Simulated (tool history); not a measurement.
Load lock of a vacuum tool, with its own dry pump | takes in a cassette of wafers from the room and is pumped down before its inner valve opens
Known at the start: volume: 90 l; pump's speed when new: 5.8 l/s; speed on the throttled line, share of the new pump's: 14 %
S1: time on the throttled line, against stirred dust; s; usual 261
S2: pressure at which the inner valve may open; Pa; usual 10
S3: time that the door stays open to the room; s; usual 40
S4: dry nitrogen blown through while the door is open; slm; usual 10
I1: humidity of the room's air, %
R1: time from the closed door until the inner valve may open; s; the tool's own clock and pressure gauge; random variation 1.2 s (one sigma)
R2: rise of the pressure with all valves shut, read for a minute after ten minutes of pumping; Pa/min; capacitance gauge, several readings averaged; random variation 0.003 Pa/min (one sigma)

run    hour   S1  S2   S3  S4    I1     R1     R2
  1       0  261  10   40  10  43.7  377.7  0.513
  2    97.5  261  10   27  10  47.1  377.5  0.522
  3     214  261  10   40  10  38.5    377  0.533
  4   359.2  446  10   40  10  38.7  534.2  0.551
  5   538.7  261  10   40  10  47.3  379.2   0.56
  6   687.6  261  10   40  10  44.5  379.2  0.584
  7   814.9  261  10   40  10  47.8  381.2  0.613
  8   959.1  261  10   40  10  47.2    381  0.609
  9  1107.7  261  10   40  10    46    379  0.638
 10  1291.7  261  10  236  19  44.5  383.3  0.701
 11  1384.8  453  10   40   5  45.7  539.4  0.674
 12  1526.8  453  10   40   5  43.6  541.8  0.703
 13  1604.7  213   8  190  12  43.3  344.3  0.739
     1644.7  -- door's seal changed, seat wiped
 14  1737.4  261  18   40   6    47  371.8  0.034
 15  1857.5  261  18   40   6  47.2  370.2  0.037
 16  1988.9  321  13   89   6  43.4  427.7   0.06
 17  2115.5  261  14   40  45  46.2  375.1  0.023

Forecast each of these 3 alternatives for the next run:
  A  2257.8  152  17  40  10    47   ?   ?
  B  2257.8  261  10  40  13  44.1   ?   ?
  C  2257.8  261  14  40  10  44.5   ?   ?

run     R1     R2
  A  280.7  0.039
  B  382.5  0.039
  C  375.2  0.041
Without the tool's hidden state the same runs would have given:
run     R1     R2
  A  265.3  0.022
  B  368.1  0.022
  C  361.5  0.025
